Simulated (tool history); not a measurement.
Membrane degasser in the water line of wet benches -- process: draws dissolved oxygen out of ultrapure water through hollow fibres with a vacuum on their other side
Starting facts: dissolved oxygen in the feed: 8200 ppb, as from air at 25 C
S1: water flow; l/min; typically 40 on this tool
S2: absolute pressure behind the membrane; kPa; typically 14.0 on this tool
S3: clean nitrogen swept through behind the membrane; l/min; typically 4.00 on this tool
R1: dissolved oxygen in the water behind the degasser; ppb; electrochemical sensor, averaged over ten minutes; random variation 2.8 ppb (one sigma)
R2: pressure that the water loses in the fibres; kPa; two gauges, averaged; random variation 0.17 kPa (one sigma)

| run | day | S1 | S2 | S3 | R1 | R2 |
|---|---|---|---|---|---|---|
| 1 | 0.000 | 40 | 14.0 | 4.00 | 288.1 | 25.99 |
| 2 | 2.712 | 40 | 14.0 | 4.00 | 289.4 | 26.14 |
| 3 | 9.204 | 40 | 14.0 | 4.00 | 285.9 | 26.05 |
| 4 | 14.062 | 40 | 14.0 | 4.00 | 286.7 | 26.17 |
| 5 | 19.712 | 40 | 14.0 | 4.00 | 287.1 | 26.00 |
| 6 | 24.992 | 40 | 14.0 | 4.00 | 289.6 | 26.25 |
| 7 | 28.058 | 40 | 14.0 | 4.00 | 286.2 | 26.02 |
| 8 | 33.208 | 40 | 12.8 | 4.00 | 257.9 | 26.20 |
| 9 | 36.642 | 40 | 14.0 | 4.00 | 287.3 | 26.15 |
| 10 | 40.571 | 40 | 14.0 | 4.00 | 288.0 | 26.29 |
| 11 | 45.908 | 29 | 14.0 | 4.00 | 205.1 | 19.09 |
| 12 | 48.692 | 29 | 14.0 | 4.00 | 204.5 | 18.96 |
| 13 | 54.754 | 29 | 14.0 | 4.00 | 206.5 | 18.92 |
| 14 | 60.042 | 57 | 14.0 | 4.00 | 419.7 | 37.36 |
| 15 | 66.321 | 57 | 14.0 | 4.00 | 421.9 | 37.53 |
| 16 | 72.904 | 57 | 14.0 | 4.00 | 416.8 | 37.74 |
| 17 | 76.050 | 50 | 32.1 | 9.10 | 432.8 | 32.91 |
| 18 | 81.571 | 40 | 11.1 | 7.50 | 142.7 | 26.05 |
|  | 81.921 | vacuum gauge calibrated |
| 19 | 86.792 | 40 | 9.8 | 10.17 | 103.6 | 26.52 |
| 20 | 90.608 | 40 | 9.8 | 10.17 | 105.5 | 26.40 |
| 21 | 95.838 | 39 | 12.6 | 4.00 | 250.6 | 25.75 |
| 22 | 99.654 | 39 | 32.1 | 10.60 | 285.8 | 25.91 |
| 23 | 104.808 | 53 | 9.4 | 2.51 | 359.5 | 34.90 |
| 24 | 109.758 | 53 | 9.4 | 2.51 | 367.6 | 35.06 |
| 25 | 113.838 | 55 | 9.3 | 8.76 | 171.2 | 36.53 |
| 26 | 118.662 | 40 | 14.0 | 8.83 | 165.1 | 26.62 |
|  | 119.579 | vacuum gauge calibrated, once more |
| 27 | 122.608 | 40 | 14.0 | 8.83 | 157.0 | 26.60 |
| 28 | 126.367 | 40 | 20.5 | 7.20 | 267.2 | 26.34 |
| 29 | 129.875 | 40 | 20.5 | 7.20 | 266.2 | 26.35 |

Each row is a separate what-if for the run after 29, all from the same tool condition, not one after another. Results?
| A | 135.171 | 33 | 32.8 | 1.79 | ? | ? |
| B | 135.171 | 51 | 11.1 | 7.20 | ? | ? |
| C | 135.171 | 31 | 14.0 | 2.70 | ? | ? |
| D | 135.171 | 34 | 14.0 | 4.00 | ? | ? |
| E | 135.171 | 25 | 20.5 | 7.20 | ? | ? |

| run | R1 | R2 |
|---|---|---|
| A | 1128.1 | 22.02 |
| B | 194.1 | 34.05 |
| C | 302.2 | 20.78 |
| D | 243.5 | 22.66 |
| E | 161.3 | 16.61 |
Had the tool no hidden state, the same runs would have come out as:
| run | R1 | R2 |
|---|---|---|
| A | 1121.0 | 21.59 |
| B | 187.5 | 33.39 |
| C | 297.9 | 20.37 |
| D | 239.1 | 22.22 |
| E | 158.4 | 16.28 |
